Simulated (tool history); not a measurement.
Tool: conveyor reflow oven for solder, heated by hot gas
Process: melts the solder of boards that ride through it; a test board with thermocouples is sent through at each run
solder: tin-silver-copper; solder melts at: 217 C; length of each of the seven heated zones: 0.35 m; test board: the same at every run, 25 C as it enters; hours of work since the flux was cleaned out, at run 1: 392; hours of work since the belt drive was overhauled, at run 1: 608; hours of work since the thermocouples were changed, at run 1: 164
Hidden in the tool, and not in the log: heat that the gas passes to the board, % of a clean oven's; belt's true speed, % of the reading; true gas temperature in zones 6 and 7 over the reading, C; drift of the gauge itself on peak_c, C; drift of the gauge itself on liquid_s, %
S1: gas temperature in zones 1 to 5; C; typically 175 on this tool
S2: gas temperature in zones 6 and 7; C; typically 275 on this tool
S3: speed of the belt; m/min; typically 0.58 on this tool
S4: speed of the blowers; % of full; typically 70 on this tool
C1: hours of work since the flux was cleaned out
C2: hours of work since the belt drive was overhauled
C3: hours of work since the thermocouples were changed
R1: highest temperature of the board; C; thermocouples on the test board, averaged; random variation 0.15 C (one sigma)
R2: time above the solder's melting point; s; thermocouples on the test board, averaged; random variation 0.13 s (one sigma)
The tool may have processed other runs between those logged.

run 1 hour=0 | S1=175 S2=275 S3=0.58 S4=70 | C1=392 C2=608 C3=164 | R1=253.4 R2=54.3
run 2 hour=11.7 | S1=175 S2=275 S3=0.653 S4=70 | C1=397 C2=613 C3=169 | R1=248.9 R2=44.2
run 3 hour=28.6 | S1=175 S2=275 S3=0.653 S4=70 | C1=404 C2=620 C3=176 | R1=248.9 R2=44.1
run 4 hour=37.7 | S1=175 S2=275 S3=0.653 S4=70 | C1=408 C2=624 C3=180 | R1=249 R2=44
run 5 hour=48.3 | S1=175 S2=275 S3=0.653 S4=70 | C1=413 C2=629 C3=185 | R1=249 R2=44
run 6 hour=68.1 | S1=175 S2=275 S3=0.653 S4=70 | C1=421 C2=638 C3=194 | R1=248.8 R2=44.1
run 7 hour=83 | S1=175 S2=275 S3=0.653 S4=70 | C1=428 C2=644 C3=200 | R1=249 R2=44.2
run 8 hour=95.1 | S1=175 S2=275 S3=0.653 S4=70 | C1=433 C2=649 C3=205 | R1=248.8 R2=44.1
run 9 hour=112 | S1=175 S2=275 S3=0.653 S4=70 | C1=440 C2=657 C3=213 | R1=249 R2=43.9
run 10 hour=130.4 | S1=175 S2=275 S3=0.653 S4=70 | C1=448 C2=665 C3=221 | R1=248.8 R2=44
run 11 hour=147.6 | S1=175 S2=275 S3=0.538 S4=70 | C1=456 C2=672 C3=228 | R1=256.6 R2=61.1
-- hour=165.4 flux residue cleaned out of gas plates and filters
run 12 hour=165.4 | S1=175 S2=275 S3=0.538 S4=70 | C1=0 C2=678 C3=234 | R1=256.6 R2=61.1
run 13 hour=179.7 | S1=162 S2=275 S3=0.538 S4=70 | C1=6 C2=684 C3=240 | R1=254 R2=55.1
run 14 hour=194.7 | S1=162 S2=275 S3=0.538 S4=70 | C1=13 C2=690 C3=246 | R1=253.9 R2=55
run 15 hour=209.1 | S1=162 S2=275 S3=0.538 S4=70 | C1=19 C2=697 C3=253 | R1=254 R2=55.2
run 16 hour=217.6 | S1=177 S2=275 S3=0.538 S4=70 | C1=23 C2=700 C3=256 | R1=256.8 R2=62.1
run 17 hour=235.1 | S1=180 S2=285 S3=0.58 S4=70 | C1=30 C2=708 C3=264 | R1=262.9 R2=61.8
run 18 hour=250 | S1=180 S2=285 S3=0.58 S4=70 | C1=37 C2=714 C3=270 | R1=263.5 R2=62
-- hour=256 belt drive overhauled, speed set with a stopwatch
run 19 hour=267 | S1=163 S2=265 S3=0.685 S4=60 | C1=42 C2=5 C3=276 | R1=231.9 R2=22.5
run 20 hour=282 | S1=163 S2=265 S3=0.685 S4=60 | C1=49 C2=11 C3=283 | R1=231.6 R2=22.5
run 21 hour=296.8 | S1=163 S2=265 S3=0.685 S4=60 | C1=55 C2=18 C3=289 | R1=231.8 R2=22.6
run 22 hour=309.9 | S1=175 S2=272 S3=0.663 S4=55 | C1=61 C2=23 C3=295 | R1=239.5 R2=34.1
run 23 hour=319.2 | S1=180 S2=275 S3=0.664 S4=70 | C1=65 C2=27 C3=299 | R1=249.5 R2=45.2
run 24 hour=329.4 | S1=189 S2=264 S3=0.676 S4=70 | C1=70 C2=32 C3=303 | R1=242.7 R2=42.4

Here are 3 independent what-if runs from the current tool condition. What would each one return?
run A hour=337.9 | S1=175 S2=271 S3=0.58 S4=70 | C1=73 C2=36 C3=307 | R1=? R2=?
run B hour=337.9 | S1=175 S2=275 S3=0.58 S4=90 | C1=73 C2=36 C3=307 | R1=? R2=?
run C hour=337.9 | S1=175 S2=275 S3=0.58 S4=88 | C1=73 C2=36 C3=307 | R1=? R2=?

run=A R1=250.6 R2=51.9
run=B R1=258.9 R2=58.6
run=C R1=258.6 R2=58.2
With no hidden state in the tool, these same runs would have given:
run=A R1=250.6 R2=51.9
run=B R1=258.9 R2=58.6
run=C R1=258.7 R2=58.2
